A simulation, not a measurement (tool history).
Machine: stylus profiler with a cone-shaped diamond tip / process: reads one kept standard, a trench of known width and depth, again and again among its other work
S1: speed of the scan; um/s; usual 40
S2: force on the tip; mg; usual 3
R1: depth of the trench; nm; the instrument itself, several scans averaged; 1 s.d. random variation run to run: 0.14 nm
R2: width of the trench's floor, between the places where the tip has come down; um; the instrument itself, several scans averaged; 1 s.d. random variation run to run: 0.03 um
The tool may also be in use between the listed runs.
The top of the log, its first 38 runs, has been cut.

run	hour	S1	S2	R1	R2
39	678.1	145	3	506.56	15.92
40	697.1	36	8.91	513.7	16.45
41	711.3	25	1.55	503.81	16.34
42	729.4	52	3.25	506.68	16.27
43	745.3	73	3.63	507.53	16.16
44	763.9	19	2.88	506.21	16.38
45	784	129	2.11	504.76	15.82
46	807.6	73	3.06	506.25	16.08

Consider 4 possible next runs. They are alternatives, not a sequence: every one starts from the tool as it was left by run 46. What does each give?
A	826.1	31	3.45	?	?
B	826.1	73	2.64	?	?
C	826.1	14	3.36	?	?
D	826.1	73	1.06	?	?

run	R1	R2
A	506.85	16.33
B	505.68	16.07
C	506.69	16.41
D	502.63	15.93
Without the tool's unlogged condition, the same runs would have read:
run	R1	R2
A	507.42	16.88
B	506.25	16.63
C	507.27	16.97
D	503.19	16.49

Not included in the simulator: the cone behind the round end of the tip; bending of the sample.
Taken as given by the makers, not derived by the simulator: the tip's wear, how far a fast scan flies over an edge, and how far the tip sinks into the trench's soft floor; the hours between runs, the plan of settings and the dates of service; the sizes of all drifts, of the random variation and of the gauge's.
